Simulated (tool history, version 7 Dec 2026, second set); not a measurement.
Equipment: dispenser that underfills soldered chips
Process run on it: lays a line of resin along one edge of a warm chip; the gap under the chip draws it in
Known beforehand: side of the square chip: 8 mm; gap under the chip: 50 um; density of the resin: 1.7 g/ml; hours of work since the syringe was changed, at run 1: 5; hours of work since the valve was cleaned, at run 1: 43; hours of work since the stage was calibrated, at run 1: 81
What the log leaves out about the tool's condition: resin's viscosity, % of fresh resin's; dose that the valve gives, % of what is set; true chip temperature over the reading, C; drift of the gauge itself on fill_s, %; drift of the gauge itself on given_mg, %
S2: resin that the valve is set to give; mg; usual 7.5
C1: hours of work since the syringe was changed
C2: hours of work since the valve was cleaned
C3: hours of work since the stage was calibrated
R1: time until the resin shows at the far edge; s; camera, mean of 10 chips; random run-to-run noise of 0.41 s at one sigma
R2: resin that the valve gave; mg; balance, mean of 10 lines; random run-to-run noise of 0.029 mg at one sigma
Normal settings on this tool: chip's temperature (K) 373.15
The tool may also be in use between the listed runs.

{"run": 1, "hour": 0.0, "chip's temperature (K)": 373.15, "S2": 7.5, "C1": 5, "C2": 43, "C3": 81, "R1": 36.8, "R2": 7.2}
{"run": 2, "hour": 5.1, "chip's temperature (K)": 373.15, "S2": 7.54, "C1": 9, "C2": 48, "C3": 85, "R1": 43.3, "R2": 7.21}
{"hour": 6.9, "done": "new syringe of resin"}
{"run": 3, "hour": 11.0, "chip's temperature (K)": 373.15, "S2": 7.54, "C1": 3, "C2": 52, "C3": 90, "R1": 33.1, "R2": 7.18}
{"hour": 20.2, "done": "new syringe of resin"}
{"run": 4, "hour": 20.2, "chip's temperature (K)": 373.15, "S2": 7.54, "C1": 0, "C2": 59, "C3": 97, "R1": 28.3, "R2": 7.09}
{"run": 5, "hour": 24.1, "chip's temperature (K)": 373.15, "S2": 6.74, "C1": 3, "C2": 62, "C3": 100, "R1": 33.5, "R2": 6.34}
{"run": 6, "hour": 29.1, "chip's temperature (K)": 373.15, "S2": 6.74, "C1": 7, "C2": 66, "C3": 104, "R1": 40.5, "R2": 6.35}
{"hour": 33.7, "done": "new syringe of resin"}
{"run": 7, "hour": 35.9, "chip's temperature (K)": 373.15, "S2": 6.62, "C1": 2, "C2": 71, "C3": 109, "R1": 32.9, "R2": 6.22}
{"run": 8, "hour": 43.3, "chip's temperature (K)": 373.15, "S2": 8.38, "C1": 8, "C2": 77, "C3": 115, "R1": 38.7, "R2": 7.86}
{"hour": 46.8, "done": "new syringe of resin"}
{"run": 9, "hour": 48.9, "chip's temperature (K)": 373.15, "S2": 8.38, "C1": 2, "C2": 81, "C3": 119, "R1": 30.5, "R2": 7.8}
{"run": 10, "hour": 57.8, "chip's temperature (K)": 373.15, "S2": 8.38, "C1": 9, "C2": 89, "C3": 126, "R1": 40.7, "R2": 7.72}
{"hour": 60.5, "done": "new syringe of resin"}
{"run": 11, "hour": 65.4, "chip's temperature (K)": 373.15, "S2": 8.38, "C1": 4, "C2": 94, "C3": 132, "R1": 31.6, "R2": 7.68}
{"hour": 71.4, "done": "dispensing valve cleaned and set on the balance"}
{"run": 12, "hour": 72.8, "chip's temperature (K)": 373.15, "S2": 8.38, "C1": 9, "C2": 1, "C3": 137, "R1": 39.6, "R2": 8.46}
{"hour": 74.9, "done": "new syringe of resin"}
{"run": 13, "hour": 78.4, "chip's temperature (K)": 373.15, "S2": 6.95, "C1": 3, "C2": 5, "C3": 141, "R1": 33.2, "R2": 6.97}
{"run": 14, "hour": 85.1, "chip's temperature (K)": 376.15, "S2": 7.94, "C1": 8, "C2": 11, "C3": 147, "R1": 37.5, "R2": 7.85}
{"hour": 88.2, "done": "new syringe of resin"}
{"run": 15, "hour": 90.3, "chip's temperature (K)": 376.15, "S2": 7.94, "C1": 2, "C2": 15, "C3": 150, "R1": 27.2, "R2": 7.88}
{"run": 16, "hour": 95.3, "chip's temperature (K)": 361.15, "S2": 7.94, "C1": 6, "C2": 19, "C3": 154, "R1": 48.2, "R2": 7.85}
{"hour": 101.6, "done": "new syringe of resin"}
{"run": 17, "hour": 102.7, "chip's temperature (K)": 373.15, "S2": 8.07, "C1": 1, "C2": 24, "C3": 160, "R1": 28.3, "R2": 7.94}
{"run": 18, "hour": 111.7, "chip's temperature (K)": 373.15, "S2": 8.07, "C1": 8, "C2": 31, "C3": 167, "R1": 39, "R2": 7.9}
{"hour": 115.0, "done": "new syringe of resin"}
{"run": 19, "hour": 115.7, "chip's temperature (K)": 387.15, "S2": 8, "C1": 1, "C2": 34, "C3": 170, "R1": 20.1, "R2": 7.79}
{"run": 20, "hour": 121.2, "chip's temperature (K)": 387.15, "S2": 8, "C1": 5, "C2": 39, "C3": 175, "R1": 25.3, "R2": 7.81}
{"run": 21, "hour": 126.0, "chip's temperature (K)": 387.15, "S2": 8, "C1": 9, "C2": 42, "C3": 178, "R1": 28.8, "R2": 7.74}
{"hour": 128.5, "done": "new syringe of resin"}
{"run": 22, "hour": 134.1, "chip's temperature (K)": 387.15, "S2": 8, "C1": 5, "C2": 49, "C3": 185, "R1": 24.6, "R2": 7.72}
{"run": 23, "hour": 139.3, "chip's temperature (K)": 362.15, "S2": 7.54, "C1": 9, "C2": 53, "C3": 189, "R1": 55.5, "R2": 7.19}
{"hour": 141.9, "done": "new syringe of resin"}
{"run": 24, "hour": 147.6, "chip's temperature (K)": 378.15, "S2": 8.92, "C1": 5, "C2": 59, "C3": 195, "R1": 29.4, "R2": 8.47}
{"hour": 155.6, "done": "new syringe of resin"}
{"run": 25, "hour": 155.6, "chip's temperature (K)": 378.15, "S2": 8.92, "C1": 0, "C2": 65, "C3": 201, "R1": 24, "R2": 8.42}

For some of the steps in R1 from one run to the next: how much would appear even if the tool had no hidden state, given the settings, what came in and random variation, and how much remains for the hidden state plus any gauge scatter that the measured result and the result without hidden state don't share?
Run 22 -> 23: chip's temperature (K) 387.15 -> 362.15, S2 8 -> 7.54. R1 +30.9 s: hidden state +13.8, all else +17.1.
Run 23 -> 24: chip's temperature (K) 362.15 -> 378.15, S2 7.54 -> 8.92, new syringe of resin. R1 -26.1 s: hidden state -13.2, all else -12.9.
